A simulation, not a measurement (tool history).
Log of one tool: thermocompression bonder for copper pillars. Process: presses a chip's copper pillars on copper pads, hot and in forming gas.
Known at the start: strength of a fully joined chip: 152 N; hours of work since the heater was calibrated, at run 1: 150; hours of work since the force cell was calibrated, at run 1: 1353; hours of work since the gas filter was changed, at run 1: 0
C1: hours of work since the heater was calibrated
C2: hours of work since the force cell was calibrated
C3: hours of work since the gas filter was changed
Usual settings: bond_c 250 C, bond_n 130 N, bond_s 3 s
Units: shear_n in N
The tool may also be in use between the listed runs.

Run 1, hour 0.0: usual settings; C1 150; C2 1353; C3 0. Result: shear_n 100.5 N.
Run 2, hour 61.2: usual settings; C1 185; C2 1389; C3 35. Result: shear_n 100.8 N.
Run 3, hour 90.7: usual settings; C1 202; C2 1406; C3 52. Result: shear_n 98.1 N.
Run 4, hour 137.1: usual settings; C1 229; C2 1432; C3 79. Result: shear_n 97.9 N.
Run 5, hour 187.2: usual settings; C1 258; C2 1461; C3 108. Result: shear_n 98.0 N.
Run 6, hour 250.5: usual settings; C1 294; C2 1498; C3 144. Result: shear_n 95.9 N.
At hour 292.2: forming gas filter changed.
Run 7, hour 302.1: usual settings but bond_s 4 s; C1 323; C2 1527; C3 6. Result: shear_n 112.0 N.
Run 8, hour 364.0: usual settings but bond_s 4 s; C1 359; C2 1563; C3 41. Result: shear_n 110.9 N.
Run 9, hour 403.9: usual settings but bond_s 4 s; C1 382; C2 1586; C3 64. Result: shear_n 113.3 N.
Run 10, hour 444.4: usual settings; C1 405; C2 1609; C3 88. Result: shear_n 104.5 N.
At hour 476.2: force cell calibrated.
Run 11, hour 504.6: usual settings; C1 439; C2 16; C3 121. Result: shear_n 101.4 N.
Run 12, hour 557.1: usual settings; C1 469; C2 47; C3 152. Result: shear_n 99.2 N.
At hour 588.0: forming gas filter changed.
Run 13, hour 597.0: usual settings; C1 492; C2 69; C3 5. Result: shear_n 111.8 N.
Run 14, hour 631.8: usual settings; C1 512; C2 89; C3 25. Result: shear_n 108.5 N.
At hour 641.5: force cell calibrated, once more.
At hour 689.6: heater calibrated with a thermocouple chip.
Run 15, hour 694.2: usual settings; C1 3; C2 29; C3 59. Result: shear_n 92.5 N.
Run 16, hour 747.1: usual settings; C1 33; C2 60; C3 90. Result: shear_n 92.6 N.
Run 17, hour 789.8: usual settings; C1 58; C2 84; C3 114. Result: shear_n 91.0 N.
Run 18, hour 836.5: usual settings; C1 85; C2 111; C3 141. Result: shear_n 92.6 N.
At hour 883.5: forming gas filter changed.
Run 19, hour 894.5: usual settings but bond_c 265 C, bond_n 85 N; C1 118; C2 144; C3 6. Result: shear_n 92.3 N.
Run 20, hour 921.7: usual settings but bond_c 265 C, bond_n 117 N, bond_s 2 s; C1 133; C2 160; C3 22. Result: shear_n 95.7 N.
Run 21, hour 982.1: usual settings but bond_c 265 C, bond_n 117 N, bond_s 2 s; C1 168; C2 195; C3 57. Result: shear_n 93.6 N.
Run 22, hour 1037.0: usual settings but bond_c 226 C, bond_s 5 s; C1 200; C2 226; C3 88. Result: shear_n 86.9 N.
Run 23, hour 1098.4: usual settings but bond_c 226 C, bond_s 5 s; C1 235; C2 262; C3 124. Result: shear_n 88.4 N.
Run 24, hour 1126.8: usual settings but bond_c 226 C, bond_s 5 s; C1 251; C2 278; C3 140. Result: shear_n 89.8 N.
Run 25, hour 1158.4: usual settings but bond_c 261 C, bond_n 151 N; C1 270; C2 296; C3 158. Result: shear_n 106.7 N.
At hour 1175.5: forming gas filter changed.
Run 26, hour 1199.3: usual settings but bond_c 259 C, bond_n 154 N, bond_s 2 s; C1 293; C2 319; C3 14. Result: shear_n 106.1 N.
Run 27, hour 1241.7: usual settings but bond_n 172 N; C1 317; C2 344; C3 38. Result: shear_n 111.4 N.
Run 28, hour 1285.3: usual settings but bond_n 83 N, bond_s 2 s; C1 342; C2 369; C3 63. Result: shear_n 70.8 N.
Run 29, hour 1344.9: usual settings but bond_c 246 C, bond_n 167 N, bond_s 4 s; C1 377; C2 403; C3 98. Result: shear_n 111.7 N.
Run 30, hour 1387.1: usual settings but bond_c 262 C, bond_n 167 N, bond_s 8 s; C1 401; C2 428; C3 122. Result: shear_n 132.8 N.

Run 31 comes next. What will it give?
Run 31, hour 1447.1: usual settings but bond_c 262 C, bond_n 167 N, bond_s 8 s; C1 436; C2 462; C3 156. Result: shear_n ?.

shear_n: 134.1 N
Without the tool's hidden state the same run would have given shear_n 141.2 N.

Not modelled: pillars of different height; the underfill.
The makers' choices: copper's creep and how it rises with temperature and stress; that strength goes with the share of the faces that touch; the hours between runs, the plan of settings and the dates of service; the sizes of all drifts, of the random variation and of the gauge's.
